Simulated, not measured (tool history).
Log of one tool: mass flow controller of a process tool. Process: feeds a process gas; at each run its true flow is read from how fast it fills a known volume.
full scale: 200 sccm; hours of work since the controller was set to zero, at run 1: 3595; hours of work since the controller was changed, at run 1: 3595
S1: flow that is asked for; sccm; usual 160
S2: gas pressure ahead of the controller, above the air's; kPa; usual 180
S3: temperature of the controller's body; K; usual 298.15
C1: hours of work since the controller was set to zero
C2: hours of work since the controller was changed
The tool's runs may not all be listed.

run 1 hour=0 | S1=160 S2=180 S3=298.15 | C1=3595 C2=3595 | true_flow_(%)=99.77
run 2 hour=144 | S1=160 S2=180 S3=298.15 | C1=3691 C2=3691 | true_flow_(%)=99.69
run 3 hour=212.8 | S1=160 S2=180 S3=298.15 | C1=3737 C2=3737 | true_flow_(%)=99.75
run 4 hour=353.1 | S1=28 S2=180 S3=298.15 | C1=3831 C2=3831 | true_flow_(%)=95.21
run 5 hour=438.4 | S1=28 S2=227 S3=298.15 | C1=3888 C2=3888 | true_flow_(%)=95.53
run 6 hour=548.6 | S1=28 S2=227 S3=298.15 | C1=3962 C2=3962 | true_flow_(%)=95.55
run 7 hour=616.7 | S1=35 S2=227 S3=298.15 | C1=4007 C2=4007 | true_flow_(%)=96.44
run 8 hour=693.8 | S1=35 S2=227 S3=298.15 | C1=4059 C2=4059 | true_flow_(%)=96.37
run 9 hour=765.7 | S1=35 S2=227 S3=298.15 | C1=4107 C2=4107 | true_flow_(%)=96.17
run 10 hour=877.5 | S1=160 S2=196 S3=298.15 | C1=4182 C2=4182 | true_flow_(%)=99.94
run 11 hour=978.8 | S1=160 S2=180 S3=305.15 | C1=4249 C2=4249 | true_flow_(%)=100.34
run 12 hour=1076.1 | S1=160 S2=180 S3=299.15 | C1=4314 C2=4314 | true_flow_(%)=100
run 13 hour=1206.3 | S1=160 S2=180 S3=299.15 | C1=4402 C2=4402 | true_flow_(%)=99.98
run 14 hour=1312.6 | S1=50 S2=260 S3=298.15 | C1=4473 C2=4473 | true_flow_(%)=97.53
run 15 hour=1384.7 | S1=160 S2=170 S3=298.15 | C1=4521 C2=4521 | true_flow_(%)=99.81
run 16 hour=1450.2 | S1=154 S2=152 S3=297.15 | C1=4565 C2=4565 | true_flow_(%)=99.4
run 17 hour=1585.1 | S1=160 S2=180 S3=298.15 | C1=4655 C2=4655 | true_flow_(%)=99.89
run 18 hour=1705.2 | S1=160 S2=180 S3=298.15 | C1=4735 C2=4735 | true_flow_(%)=99.82
run 19 hour=1841.7 | S1=126 S2=220 S3=298.15 | C1=4826 C2=4826 | true_flow_(%)=99.64
run 20 hour=1936.3 | S1=25 S2=215 S3=298.15 | C1=4890 C2=4890 | true_flow_(%)=94.37
run 21 hour=2056 | S1=66 S2=227 S3=300.15 | C1=4970 C2=4970 | true_flow_(%)=98.05
run 22 hour=2145.4 | S1=194 S2=158 S3=299.15 | C1=5030 C2=5030 | true_flow_(%)=100.32
run 23 hour=2255.1 | S1=86 S2=154 S3=299.15 | C1=5103 C2=5103 | true_flow_(%)=98.07
run 24 hour=2326.8 | S1=28 S2=154 S3=299.15 | C1=5151 C2=5151 | true_flow_(%)=94.34

Forecast run 25:
run 25 hour=2418.3 | S1=192 S2=180 S3=298.15 | C1=5212 C2=5212 | true_flow_(%)=?

true flow (%): 100.47
Without the tool's hidden state the same run would have given true flow (%) 99.74.
